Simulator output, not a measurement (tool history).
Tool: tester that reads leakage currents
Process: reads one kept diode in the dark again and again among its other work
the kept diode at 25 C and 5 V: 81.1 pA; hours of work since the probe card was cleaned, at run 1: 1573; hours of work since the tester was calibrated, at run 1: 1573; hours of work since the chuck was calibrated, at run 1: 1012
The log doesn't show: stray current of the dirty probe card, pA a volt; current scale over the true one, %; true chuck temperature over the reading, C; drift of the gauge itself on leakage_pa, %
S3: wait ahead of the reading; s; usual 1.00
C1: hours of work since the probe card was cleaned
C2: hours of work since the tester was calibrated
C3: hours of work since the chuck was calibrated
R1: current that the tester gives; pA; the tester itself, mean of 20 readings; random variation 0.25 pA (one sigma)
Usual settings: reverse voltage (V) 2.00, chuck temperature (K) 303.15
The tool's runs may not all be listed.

Run 1, hour 0.0: usual settings; C1 1573; C2 1573; C3 1012. Result: R1 76.37 pA.
Run 2, hour 168.7: usual settings; C1 1704; C2 1704; C3 1142. Result: R1 75.82 pA.
Run 3, hour 326.2: usual settings but chuck temperature (K) 310.15; C1 1827; C2 1827; C3 1265. Result: R1 140.35 pA.
Run 4, hour 469.0: usual settings but chuck temperature (K) 309.15; C1 1937; C2 1937; C3 1376. Result: R1 126.77 pA.
Run 5, hour 655.7: usual settings but chuck temperature (K) 309.15; C1 2082; C2 2082; C3 1520. Result: R1 125.15 pA.
Run 6, hour 813.0: usual settings but S3 5.60 s; C1 2204; C2 2204; C3 1642. Result: R1 71.65 pA.
Run 7, hour 950.1: usual settings but S3 5.60 s; C1 2311; C2 2311; C3 1749. Result: R1 71.37 pA.
Run 8, hour 1131.3: usual settings but S3 5.60 s; C1 2451; C2 2451; C3 1890. Result: R1 70.23 pA.
Run 9, hour 1258.1: usual settings but S3 5.60 s; C1 2550; C2 2550; C3 1988. Result: R1 69.70 pA.
Run 10, hour 1445.4: usual settings but S3 5.60 s; C1 2695; C2 2695; C3 2133. Result: R1 68.63 pA.
Run 11, hour 1555.1: usual settings but S3 0.32 s; C1 2780; C2 2780; C3 2218. Result: R1 69.85 pA.
At hour 1648.1: chuck's temperature calibrated.
Run 12, hour 1694.0: usual settings but S3 0.32 s; C1 2887; C2 2887; C3 36. Result: R1 83.93 pA.
At hour 1758.9: probe card cleaned and baked.
Run 13, hour 1885.2: usual settings but reverse voltage (V) 1.22, chuck temperature (K) 316.15, S3 0.46 s; C1 98; C2 3033; C3 182. Result: R1 196.36 pA.
Run 14, hour 1996.0: usual settings but S3 3.02 s; C1 184; C2 3119; C3 268. Result: R1 77.83 pA.
Run 15, hour 2133.7: usual settings but reverse voltage (V) 11.26, chuck temperature (K) 304.15, S3 3.02 s; C1 291; C2 3226; C3 375. Result: R1 204.72 pA.
Run 16, hour 2259.4: usual settings but reverse voltage (V) 11.26, chuck temperature (K) 304.15, S3 0.38 s; C1 388; C2 3323; C3 472. Result: R1 210.05 pA.
Run 17, hour 2413.8: usual settings but reverse voltage (V) 15.94, chuck temperature (K) 299.15, S3 4.17 s; C1 508; C2 3443; C3 592. Result: R1 152.31 pA.
Run 18, hour 2545.8: usual settings; C1 611; C2 3545; C3 694. Result: R1 75.36 pA.
Run 19, hour 2699.5: usual settings but reverse voltage (V) 2.27, chuck temperature (K) 297.15, S3 6.61 s; C1 730; C2 3665; C3 814. Result: R1 44.90 pA.
Run 20, hour 2790.9: usual settings but reverse voltage (V) 4.42, S3 7.05 s; C1 801; C2 3736; C3 885. Result: R1 110.13 pA.
Run 21, hour 2978.4: usual settings but reverse voltage (V) 4.42, S3 7.05 s; C1 946; C2 3881; C3 1030. Result: R1 109.57 pA.
Run 22, hour 3066.3: usual settings but reverse voltage (V) 4.42, S3 7.05 s; C1 1015; C2 3949; C3 1098. Result: R1 108.62 pA.
Run 23, hour 3251.5: usual settings but S3 0.51 s; C1 1158; C2 4093; C3 1242. Result: R1 71.88 pA.

Forecast each of these 4 alternatives for the next run:
Run A, hour 3421.3: usual settings but reverse voltage (V) 14.52, chuck temperature (K) 314.15, S3 0.54 s; C1 1290; C2 4225; C3 1374. Result: R1 ?.
Run B, hour 3421.3: usual settings but reverse voltage (V) 14.41, S3 8.22 s; C1 1290; C2 4225; C3 1374. Result: R1 ?.
Run C, hour 3421.3: usual settings but reverse voltage (V) 1.09, chuck temperature (K) 297.15, S3 0.51 s; C1 1290; C2 4225; C3 1374. Result: R1 ?.
Run D, hour 3421.3: usual settings but S3 0.33 s; C1 1290; C2 4225; C3 1374. Result: R1 ?.

run      R1
  A  533.37
  B  198.36
  C   29.70
  D   72.17
Without the tool's hidden state the same runs would have given:
run      R1
  A  614.86
  B  224.05
  C   34.56
  D   83.91

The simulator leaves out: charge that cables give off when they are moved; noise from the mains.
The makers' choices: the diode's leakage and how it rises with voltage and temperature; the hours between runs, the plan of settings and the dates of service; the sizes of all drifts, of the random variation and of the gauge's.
